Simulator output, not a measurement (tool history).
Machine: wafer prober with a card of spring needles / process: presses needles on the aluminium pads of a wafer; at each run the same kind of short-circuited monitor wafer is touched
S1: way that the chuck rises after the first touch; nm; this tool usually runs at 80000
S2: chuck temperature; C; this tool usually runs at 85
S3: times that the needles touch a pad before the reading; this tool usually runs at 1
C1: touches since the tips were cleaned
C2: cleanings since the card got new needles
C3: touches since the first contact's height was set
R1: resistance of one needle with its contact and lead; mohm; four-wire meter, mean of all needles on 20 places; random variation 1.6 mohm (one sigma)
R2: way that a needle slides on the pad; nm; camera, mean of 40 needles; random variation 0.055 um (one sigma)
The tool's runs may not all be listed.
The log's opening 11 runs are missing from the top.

{"day": 3.654, "done": "tips cleaned on abrasive film"}
{"day": 3.954, "done": "tips cleaned on abrasive film"}
{"run": 12, "day": 4.054, "S1": 80000, "S2": 85, "S3": 1, "C1": 846, "C2": 41, "C3": 117932, "R1": 172, "R2": 13840}
{"day": 4.283, "done": "tips cleaned on abrasive film"}
{"run": 13, "day": 4.379, "S1": 74000, "S2": 85, "S3": 1, "C1": 829, "C2": 42, "C3": 120681, "R1": 174, "R2": 12600}
{"day": 4.579, "done": "tips cleaned on abrasive film"}
{"run": 14, "day": 4.812, "S1": 80000, "S2": 85, "S3": 1, "C1": 1971, "C2": 43, "C3": 124316, "R1": 181, "R2": 13650}
{"day": 4.883, "done": "tips cleaned on abrasive film"}
{"run": 15, "day": 5.092, "S1": 80000, "S2": 85, "S3": 1, "C1": 1755, "C2": 44, "C3": 126665, "R1": 179, "R2": 13590}
{"day": 5.179, "done": "tips cleaned on abrasive film"}
{"day": 5.488, "done": "tips cleaned on abrasive film"}
{"run": 16, "day": 5.488, "S1": 80000, "S2": 85, "S3": 1, "C1": 0, "C2": 46, "C3": 129994, "R1": 164, "R2": 13600}
{"run": 17, "day": 5.729, "S1": 80000, "S2": 85, "S3": 1, "C1": 2044, "C2": 46, "C3": 132038, "R1": 174, "R2": 13630}
{"day": 5.792, "done": "tips cleaned on abrasive film"}
{"day": 6.104, "done": "tips cleaned on abrasive film"}
{"run": 18, "day": 6.117, "S1": 80000, "S2": 60, "S3": 1, "C1": 121, "C2": 48, "C3": 135274, "R1": 161, "R2": 13490}
{"day": 6.417, "done": "tips cleaned on abrasive film"}
{"run": 19, "day": 6.583, "S1": 80000, "S2": 89, "S3": 3, "C1": 1402, "C2": 49, "C3": 139201, "R1": 167, "R2": 13560}
{"day": 6.738, "done": "tips cleaned on abrasive film"}
{"run": 20, "day": 6.817, "S1": 89000, "S2": 47, "S3": 2, "C1": 666, "C2": 50, "C3": 141167, "R1": 161, "R2": 15110}
{"day": 7.067, "done": "tips cleaned on abrasive film"}
{"run": 21, "day": 7.262, "S1": 80000, "S2": 26, "S3": 2, "C1": 1681, "C2": 51, "C3": 144944, "R1": 159, "R2": 13560}
{"day": 7.375, "done": "tips cleaned on abrasive film"}
{"day": 7.425, "done": "height of the first contact set anew"}
{"run": 22, "day": 7.612, "S1": 61000, "S2": 57, "S3": 1, "C1": 1915, "C2": 52, "C3": 1602, "R1": 181, "R2": 9880}
{"day": 7.692, "done": "tips cleaned on abrasive film"}
{"day": 8.008, "done": "tips cleaned on abrasive film"}
{"run": 23, "day": 8.1, "S1": 80000, "S2": 85, "S3": 3, "C1": 810, "C2": 54, "C3": 5704, "R1": 162, "R2": 13280}
{"day": 8.317, "done": "tips cleaned on abrasive film"}
{"day": 8.617, "done": "tips cleaned on abrasive film"}
{"run": 24, "day": 8.617, "S1": 65000, "S2": 85, "S3": 1, "C1": 0, "C2": 56, "C3": 10024, "R1": 163, "R2": 10570}
{"day": 8.917, "done": "height of the first contact set anew, once more"}
{"day": 8.946, "done": "tips cleaned on abrasive film"}
{"run": 25, "day": 9.042, "S1": 68000, "S2": 121, "S3": 1, "C1": 825, "C2": 57, "C3": 1024, "R1": 176, "R2": 12360}
{"day": 9.242, "done": "tips cleaned on abrasive film"}
{"run": 26, "day": 9.296, "S1": 80000, "S2": 85, "S3": 1, "C1": 449, "C2": 58, "C3": 3151, "R1": 168, "R2": 14430}
{"day": 9.567, "done": "tips cleaned on abrasive film"}
{"run": 27, "day": 9.625, "S1": 88000, "S2": 85, "S3": 2, "C1": 510, "C2": 59, "C3": 5922, "R1": 165, "R2": 16080}
{"day": 9.879, "done": "tips cleaned on abrasive film"}
{"run": 28, "day": 10.112, "S1": 85000, "S2": 84, "S3": 2, "C1": 1983, "C2": 60, "C3": 10044, "R1": 168, "R2": 15390}
{"day": 10.188, "done": "tips cleaned on abrasive film"}
{"day": 10.512, "done": "tips cleaned on abrasive film"}
{"run": 29, "day": 10.546, "S1": 83000, "S2": 84, "S3": 1, "C1": 283, "C2": 62, "C3": 13682, "R1": 165, "R2": 14980}
{"day": 10.829, "done": "tips cleaned on abrasive film"}
{"run": 30, "day": 10.988, "S1": 83000, "S2": 84, "S3": 1, "C1": 1358, "C2": 63, "C3": 17401, "R1": 175, "R2": 14870}
{"day": 11.133, "done": "tips cleaned on abrasive film"}
{"day": 11.454, "done": "tips cleaned on abrasive film"}
{"run": 31, "day": 11.479, "S1": 83000, "S2": 52, "S3": 1, "C1": 229, "C2": 65, "C3": 21526, "R1": 160, "R2": 14780}

Alternative continuations, all from the tool just after run 31; predict every row:
{"day": 11.75, "done": "tips cleaned on abrasive film"}
{"run": "A", "day": 11.754, "S1": 79000, "S2": 28, "S3": 1, "C1": 48, "C2": 66, "C3": 23837, "R1": "?", "R2": "?"}
{"day": 11.75, "done": "tips cleaned on abrasive film"}
{"run": "B", "day": 11.754, "S1": 83000, "S2": 85, "S3": 2, "C1": 48, "C2": 66, "C3": 23837, "R1": "?", "R2": "?"}
{"day": 11.75, "done": "tips cleaned on abrasive film"}
{"run": "C", "day": 11.754, "S1": 83000, "S2": 52, "S3": 2, "C1": 48, "C2": 66, "C3": 23837, "R1": "?", "R2": "?"}
{"day": 11.75, "done": "tips cleaned on abrasive film"}
{"run": "D", "day": 11.754, "S1": 66000, "S2": 42, "S3": 1, "C1": 48, "C2": 66, "C3": 23837, "R1": "?", "R2": "?"}
{"day": 11.75, "done": "tips cleaned on abrasive film"}
{"run": "E", "day": 11.754, "S1": 73000, "S2": 105, "S3": 1, "C1": 48, "C2": 66, "C3": 23837, "R1": "?", "R2": "?"}

run=A R1=153 R2=14210
run=B R1=161 R2=14920
run=C R1=157 R2=14910
run=D R1=155 R2=11800
run=E R1=167 R2=13020
Without the tool's unlogged condition, the same runs would have read:
run=A R1=153 R2=14410
run=B R1=162 R2=15130
run=C R1=158 R2=15120
run=D R1=155 R2=12010
run=E R1=167 R2=13230
